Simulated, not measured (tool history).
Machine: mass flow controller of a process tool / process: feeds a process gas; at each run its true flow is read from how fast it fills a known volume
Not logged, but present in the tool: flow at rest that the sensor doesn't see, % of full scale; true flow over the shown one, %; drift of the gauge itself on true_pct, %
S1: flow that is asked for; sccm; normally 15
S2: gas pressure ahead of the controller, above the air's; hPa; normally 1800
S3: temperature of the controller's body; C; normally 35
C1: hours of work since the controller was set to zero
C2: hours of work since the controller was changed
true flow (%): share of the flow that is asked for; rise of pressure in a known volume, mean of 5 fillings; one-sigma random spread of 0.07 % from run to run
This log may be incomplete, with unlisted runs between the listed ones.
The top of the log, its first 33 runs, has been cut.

{"run": 34, "hour": 2764.9, "S1": 15, "S2": 2310, "S3": 24, "C1": 284, "C2": 1707, "true flow (%)": 98.59}
{"run": 35, "hour": 2873.7, "S1": 15, "S2": 2030, "S3": 35, "C1": 319, "C2": 1742, "true flow (%)": 99.4}
{"run": 36, "hour": 2948.8, "S1": 19, "S2": 2630, "S3": 23, "C1": 343, "C2": 1766, "true flow (%)": 98.56}
{"run": 37, "hour": 3006.9, "S1": 19, "S2": 2630, "S3": 23, "C1": 362, "C2": 1785, "true flow (%)": 98.45}
{"run": 38, "hour": 3111.5, "S1": 44, "S2": 1800, "S3": 35, "C1": 395, "C2": 1818, "true flow (%)": 100.94}
{"run": 39, "hour": 3163.4, "S1": 9, "S2": 1800, "S3": 39, "C1": 412, "C2": 1835, "true flow (%)": 99.64}
{"run": 40, "hour": 3225.7, "S1": 50, "S2": 2200, "S3": 22, "C1": 432, "C2": 1855, "true flow (%)": 100.49}
{"run": 41, "hour": 3274.5, "S1": 50, "S2": 2200, "S3": 22, "C1": 448, "C2": 1871, "true flow (%)": 100.51}
{"run": 42, "hour": 3321.3, "S1": 38, "S2": 1880, "S3": 39, "C1": 463, "C2": 1886, "true flow (%)": 100.93}
{"run": 43, "hour": 3395.2, "S1": 15, "S2": 1880, "S3": 24, "C1": 487, "C2": 1910, "true flow (%)": 98.87}
{"run": 44, "hour": 3450.6, "S1": 5, "S2": 1880, "S3": 24, "C1": 505, "C2": 1928, "true flow (%)": 98.7}
{"run": 45, "hour": 3524.5, "S1": 12, "S2": 1630, "S3": 24, "C1": 529, "C2": 1951, "true flow (%)": 98.94}
{"run": 46, "hour": 3631.1, "S1": 40, "S2": 2080, "S3": 37, "C1": 563, "C2": 1986, "true flow (%)": 100.91}
{"run": 47, "hour": 3682.0, "S1": 40, "S2": 2080, "S3": 37, "C1": 579, "C2": 2002, "true flow (%)": 101.01}

Branching from run 47: 5 alternative next runs. What would each branch give?
{"run": "A", "hour": 3791.6, "S1": 8, "S2": 1800, "S3": 28, "C1": 615, "C2": 2037, "true flow (%)": "?"}
{"run": "B", "hour": 3791.6, "S1": 33, "S2": 2080, "S3": 39, "C1": 615, "C2": 2037, "true flow (%)": "?"}
{"run": "C", "hour": 3791.6, "S1": 15, "S2": 2630, "S3": 35, "C1": 615, "C2": 2037, "true flow (%)": "?"}
{"run": "D", "hour": 3791.6, "S1": 42, "S2": 1630, "S3": 36, "C1": 615, "C2": 2037, "true flow (%)": "?"}
{"run": "E", "hour": 3791.6, "S1": 15, "S2": 1800, "S3": 25, "C1": 615, "C2": 2037, "true flow (%)": "?"}

run=A true_flow_(%)=99.04
run=B true_flow_(%)=100.67
run=C true_flow_(%)=99.36
run=D true_flow_(%)=101.29
run=E true_flow_(%)=99.09
With the hidden condition removed and each run's random variation left untouched, the same runs would have given:
run=A true_flow_(%)=97.77
run=B true_flow_(%)=99.83
run=C true_flow_(%)=98.36
run=D true_flow_(%)=100.48
run=E true_flow_(%)=98.09
